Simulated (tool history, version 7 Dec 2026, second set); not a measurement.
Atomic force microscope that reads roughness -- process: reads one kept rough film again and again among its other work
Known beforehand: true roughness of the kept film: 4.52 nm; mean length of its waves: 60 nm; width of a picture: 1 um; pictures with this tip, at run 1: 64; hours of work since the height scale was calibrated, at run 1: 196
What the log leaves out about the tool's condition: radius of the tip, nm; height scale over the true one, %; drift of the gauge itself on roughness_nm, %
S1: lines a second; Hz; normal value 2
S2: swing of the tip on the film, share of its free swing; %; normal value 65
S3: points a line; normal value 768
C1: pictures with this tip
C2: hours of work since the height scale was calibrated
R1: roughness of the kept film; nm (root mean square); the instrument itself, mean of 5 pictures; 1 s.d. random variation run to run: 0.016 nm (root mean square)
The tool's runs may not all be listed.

run   hour    S1  S2   S3  C1   C2     R1
  1      0     2  65  768  64  196  3.949
       4.2  -- new tip fitted
  2   32.9     2  65  768  34  215  3.975
  3   50.2     2  65  768  55  225  3.961
      60.4  -- new tip fitted
  4   85.2     2  65  768  30  245   3.99
     115.8  -- new tip fitted
  5  120.4     2  65  768   5  266  3.945
  6  159.3     2  65  768  51  289  3.962
     172.5  -- new tip fitted
  7  197.3     2  65  768  30  311  3.944
     230.6  -- new tip fitted
  8    238     2  65  768   9  335  3.974
  9  266.1     2  65  768  42  352  3.956
     288.5  -- new tip fitted
 10  299.4     2  65  768  13  371  3.981
 11  327.1     2  65  768  46  387  3.958
     344.5  -- new tip fitted
 12  361.2     2  86  768  20  407  3.413
 13  395.1     2  86  806  60  427   3.41
       401  -- new tip fitted
 14  421.4  1.24  73  299  24  443  3.938
 15  450.9  1.55  60  768  59  460  4.087
     457.6  -- new tip fitted
 16  489.3     2  65  816  37  483  3.942
     514.8  -- new tip fitted
 17  530.2     2  66  273  18  506   3.95
     571.4  -- new tip fitted
 18  571.4     2  66  273   0  531  3.931
 19  593.7     2  66  273  26  544  3.911
 20  615.8     2  66  273  53  557  3.935
     630.7  -- new tip fitted
 21  634.7  0.95  70  695   4  568  4.073

Each row is a separate what-if for the run after 21, all from the same tool condition, not one after another. Results?
  A  656.1  0.95  70  635  30  580   ?
  B  656.1   0.8  57  676  30  580   ?
  C  656.1  2.48  65  695  30  580   ?
  D  656.1  0.95  90  265  30  580   ?

run     R1
  A   4.11
  B  4.201
  C  3.868
  D  3.737
Stripped of hidden state, with their random variation kept, the same runs would have yielded:
run     R1
  A  4.116
  B  4.207
  C  3.873
  D  3.742
